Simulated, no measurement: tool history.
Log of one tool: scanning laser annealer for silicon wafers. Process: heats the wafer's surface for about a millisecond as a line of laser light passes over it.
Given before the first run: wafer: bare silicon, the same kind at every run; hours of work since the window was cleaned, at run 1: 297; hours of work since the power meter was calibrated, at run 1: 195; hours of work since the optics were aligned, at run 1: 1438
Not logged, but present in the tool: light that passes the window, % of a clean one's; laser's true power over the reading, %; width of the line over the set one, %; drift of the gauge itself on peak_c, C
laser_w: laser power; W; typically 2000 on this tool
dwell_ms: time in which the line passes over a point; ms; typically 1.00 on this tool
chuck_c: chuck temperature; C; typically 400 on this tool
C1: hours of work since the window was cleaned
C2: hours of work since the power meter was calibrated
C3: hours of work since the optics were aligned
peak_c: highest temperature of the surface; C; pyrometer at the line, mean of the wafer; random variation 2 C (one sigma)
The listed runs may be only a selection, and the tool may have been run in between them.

{"run": 1, "hour": 0.0, "laser_w": 2000, "dwell_ms": 1.0, "chuck_c": 400, "C1": 297, "C2": 195, "C3": 1438, "peak_c": 1199}
{"run": 2, "hour": 10.1, "laser_w": 2000, "dwell_ms": 1.0, "chuck_c": 400, "C1": 305, "C2": 202, "C3": 1445, "peak_c": 1196}
{"run": 3, "hour": 16.3, "laser_w": 2000, "dwell_ms": 1.0, "chuck_c": 400, "C1": 309, "C2": 207, "C3": 1449, "peak_c": 1192}
{"run": 4, "hour": 24.4, "laser_w": 2000, "dwell_ms": 1.0, "chuck_c": 400, "C1": 315, "C2": 212, "C3": 1455, "peak_c": 1194}
{"run": 5, "hour": 34.5, "laser_w": 2000, "dwell_ms": 1.0, "chuck_c": 400, "C1": 322, "C2": 220, "C3": 1462, "peak_c": 1196}
{"run": 6, "hour": 42.3, "laser_w": 2000, "dwell_ms": 0.92, "chuck_c": 400, "C1": 328, "C2": 225, "C3": 1468, "peak_c": 1161}
{"run": 7, "hour": 49.7, "laser_w": 2000, "dwell_ms": 0.92, "chuck_c": 400, "C1": 333, "C2": 231, "C3": 1473, "peak_c": 1157}
{"run": 8, "hour": 59.4, "laser_w": 2000, "dwell_ms": 0.92, "chuck_c": 400, "C1": 340, "C2": 238, "C3": 1480, "peak_c": 1158}
{"run": 9, "hour": 69.1, "laser_w": 2000, "dwell_ms": 0.92, "chuck_c": 400, "C1": 347, "C2": 245, "C3": 1487, "peak_c": 1155}
{"run": 10, "hour": 77.6, "laser_w": 2000, "dwell_ms": 0.92, "chuck_c": 400, "C1": 353, "C2": 251, "C3": 1493, "peak_c": 1155}
{"run": 11, "hour": 87.2, "laser_w": 2000, "dwell_ms": 1.0, "chuck_c": 400, "C1": 360, "C2": 258, "C3": 1500, "peak_c": 1190}
{"hour": 94.0, "done": "window over the wafer cleaned"}
{"run": 12, "hour": 97.5, "laser_w": 2000, "dwell_ms": 1.0, "chuck_c": 400, "C1": 3, "C2": 264, "C3": 1506, "peak_c": 1235}
{"run": 13, "hour": 103.9, "laser_w": 2000, "dwell_ms": 1.0, "chuck_c": 400, "C1": 7, "C2": 268, "C3": 1511, "peak_c": 1234}
{"run": 14, "hour": 111.6, "laser_w": 2000, "dwell_ms": 1.0, "chuck_c": 400, "C1": 13, "C2": 274, "C3": 1517, "peak_c": 1233}
{"run": 15, "hour": 117.3, "laser_w": 2000, "dwell_ms": 1.0, "chuck_c": 400, "C1": 17, "C2": 278, "C3": 1521, "peak_c": 1233}
{"run": 16, "hour": 126.8, "laser_w": 2000, "dwell_ms": 1.0, "chuck_c": 400, "C1": 24, "C2": 285, "C3": 1527, "peak_c": 1231}
{"run": 17, "hour": 131.9, "laser_w": 1986, "dwell_ms": 1.0, "chuck_c": 400, "C1": 27, "C2": 288, "C3": 1531, "peak_c": 1227}
{"run": 18, "hour": 137.9, "laser_w": 2000, "dwell_ms": 1.0, "chuck_c": 400, "C1": 32, "C2": 293, "C3": 1535, "peak_c": 1232}
{"hour": 141.6, "done": "laser's power meter calibrated"}
{"run": 19, "hour": 149.5, "laser_w": 2000, "dwell_ms": 1.0, "chuck_c": 400, "C1": 38, "C2": 6, "C3": 1542, "peak_c": 1229}
{"run": 20, "hour": 155.2, "laser_w": 2000, "dwell_ms": 1.0, "chuck_c": 400, "C1": 42, "C2": 10, "C3": 1546, "peak_c": 1231}
{"run": 21, "hour": 163.9, "laser_w": 1758, "dwell_ms": 0.87, "chuck_c": 400, "C1": 48, "C2": 16, "C3": 1552, "peak_c": 1076}
{"hour": 172.3, "done": "laser's power meter calibrated, once more"}
{"run": 22, "hour": 177.0, "laser_w": 2000, "dwell_ms": 0.91, "chuck_c": 430, "C1": 55, "C2": 3, "C3": 1559, "peak_c": 1220}
{"run": 23, "hour": 187.0, "laser_w": 2000, "dwell_ms": 0.91, "chuck_c": 430, "C1": 63, "C2": 11, "C3": 1566, "peak_c": 1212}
{"run": 24, "hour": 194.9, "laser_w": 2000, "dwell_ms": 0.91, "chuck_c": 406, "C1": 68, "C2": 16, "C3": 1572, "peak_c": 1189}
{"run": 25, "hour": 205.5, "laser_w": 1702, "dwell_ms": 1.0, "chuck_c": 428, "C1": 76, "C2": 24, "C3": 1580, "peak_c": 1134}
{"run": 26, "hour": 210.8, "laser_w": 1924, "dwell_ms": 1.01, "chuck_c": 395, "C1": 80, "C2": 28, "C3": 1584, "peak_c": 1196}
{"run": 27, "hour": 217.0, "laser_w": 2000, "dwell_ms": 1.16, "chuck_c": 379, "C1": 84, "C2": 32, "C3": 1588, "peak_c": 1280}
{"run": 28, "hour": 227.1, "laser_w": 1843, "dwell_ms": 0.79, "chuck_c": 400, "C1": 92, "C2": 39, "C3": 1595, "peak_c": 1068}
{"run": 29, "hour": 233.1, "laser_w": 1843, "dwell_ms": 0.79, "chuck_c": 400, "C1": 96, "C2": 44, "C3": 1600, "peak_c": 1067}
{"run": 30, "hour": 239.4, "laser_w": 2170, "dwell_ms": 0.86, "chuck_c": 418, "C1": 100, "C2": 48, "C3": 1604, "peak_c": 1237}
{"run": 31, "hour": 248.3, "laser_w": 1787, "dwell_ms": 1.0, "chuck_c": 400, "C1": 107, "C2": 55, "C3": 1611, "peak_c": 1142}
{"run": 32, "hour": 254.9, "laser_w": 1787, "dwell_ms": 1.0, "chuck_c": 400, "C1": 112, "C2": 59, "C3": 1615, "peak_c": 1139}
{"run": 33, "hour": 263.3, "laser_w": 2173, "dwell_ms": 1.15, "chuck_c": 422, "C1": 118, "C2": 66, "C3": 1621, "peak_c": 1388}
{"run": 34, "hour": 269.1, "laser_w": 2173, "dwell_ms": 1.15, "chuck_c": 387, "C1": 122, "C2": 70, "C3": 1626, "peak_c": 1351}
{"run": 35, "hour": 274.9, "laser_w": 2173, "dwell_ms": 1.15, "chuck_c": 387, "C1": 126, "C2": 74, "C3": 1630, "peak_c": 1352}
{"run": 36, "hour": 279.6, "laser_w": 2000, "dwell_ms": 1.0, "chuck_c": 400, "C1": 129, "C2": 77, "C3": 1633, "peak_c": 1223}
{"run": 37, "hour": 284.5, "laser_w": 2000, "dwell_ms": 1.0, "chuck_c": 400, "C1": 133, "C2": 81, "C3": 1637, "peak_c": 1221}
{"run": 38, "hour": 294.4, "laser_w": 2000, "dwell_ms": 1.0, "chuck_c": 361, "C1": 140, "C2": 88, "C3": 1644, "peak_c": 1182}
{"run": 39, "hour": 302.2, "laser_w": 1844, "dwell_ms": 1.06, "chuck_c": 397, "C1": 146, "C2": 93, "C3": 1649, "peak_c": 1177}
{"run": 40, "hour": 308.6, "laser_w": 2084, "dwell_ms": 1.02, "chuck_c": 371, "C1": 150, "C2": 98, "C3": 1654, "peak_c": 1234}

Pick out some run-to-run changes in peak_c. Of each, how much would a tool without hidden state show as well, from the settings, what came in and chance, and how much is left for the hidden state and any gauge scatter not in both results compared?
Run 11 -> 12: window over the wafer cleaned. peak_c +45 C: hidden state +47, all else -2.
Run 27 -> 28: laser_w 2000 -> 1843, dwell_ms 1.16 -> 0.79, chuck_c 379 -> 400. peak_c -212 C: hidden state +5, all else -217.
Run 29 -> 30: laser_w 1843 -> 2170, dwell_ms 0.79 -> 0.86, chuck_c 400 -> 418. peak_c +170 C: hidden state -5, all else +175.
Run 32 -> 33: laser_w 1787 -> 2173, dwell_ms 1.00 -> 1.15, chuck_c 400 -> 422. peak_c +249 C: hidden state -6, all else +255.
